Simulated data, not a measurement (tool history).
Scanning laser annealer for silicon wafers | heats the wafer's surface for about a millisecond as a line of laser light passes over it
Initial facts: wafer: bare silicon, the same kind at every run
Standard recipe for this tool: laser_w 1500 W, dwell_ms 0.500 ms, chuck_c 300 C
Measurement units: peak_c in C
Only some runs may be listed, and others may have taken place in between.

run,day,laser_w,dwell_ms,chuck_c,peak_c
1,0.000,1500,0.500,300,1005
2,2.029,1500,0.500,300,1001
3,4.275,1500,0.500,300,998
4,7.017,1500,0.500,332,1025
5,9.992,1571,0.500,300,1022
6,11.938,1571,0.500,300,1018
7,14.946,1500,0.500,300,982
8,16.479,1500,0.500,300,984
9,18.921,1500,0.444,300,931
10,20.538,1500,0.376,300,874
# day 20.804: window over the wafer cleaned
11,23.100,1500,0.376,300,859
12,24.871,1500,0.500,300,957
13,26.779,1500,0.351,300,835
14,29.567,1500,0.351,300,832
15,30.933,1500,0.377,272,825
16,32.725,1500,0.377,272,823
17,35.779,1596,0.500,300,986
# day 36.129: window over the wafer cleaned, once more
18,37.696,1500,0.498,274,961
19,40.762,1500,0.370,274,854
20,43.446,1506,0.370,274,855
21,46.446,1500,0.362,300,864
22,48.250,1418,0.500,300,941
23,51.304,1336,0.467,339,922
24,52.942,1279,0.485,300,871
25,55.646,1329,0.376,336,844
26,57.883,1429,0.503,273,909
# day 59.488: optics aligned, line set to its width
27,60.292,1429,0.503,273,915
# day 62.538: window over the wafer cleaned
28,62.796,1396,0.595,307,1024

A few steps of peak_c between consecutive runs. Split each: what settings, incoming material and random variation would produce without the hidden state, and what is left over for the hidden state, along with gauge scatter present in only one of the two compared results (measured, and without hidden state):
The tool's hidden condition here consists of: light that passes the window, % of a clean one's; laser's true power over the reading, %; width of the line over the set one, %; drift of the gauge itself on peak_c, C.
Run 12 -> 13: dwell_ms 0.500 -> 0.351. peak_c -122 C: hidden state +9, all else -131.
Run 16 -> 17: laser_w 1500 -> 1596, dwell_ms 0.377 -> 0.500, chuck_c 272 -> 300. peak_c +163 C: hidden state -20, all else +183.
Run 17 -> 18: laser_w 1596 -> 1500, dwell_ms 0.500 -> 0.498, chuck_c 300 -> 274, window over the wafer cleaned, once more. peak_c -25 C: hidden state +55, all else -80.
Run 27 -> 28: laser_w 1429 -> 1396, dwell_ms 0.503 -> 0.595, chuck_c 273 -> 307, window over the wafer cleaned. peak_c +109 C: hidden state +24, all else +85.
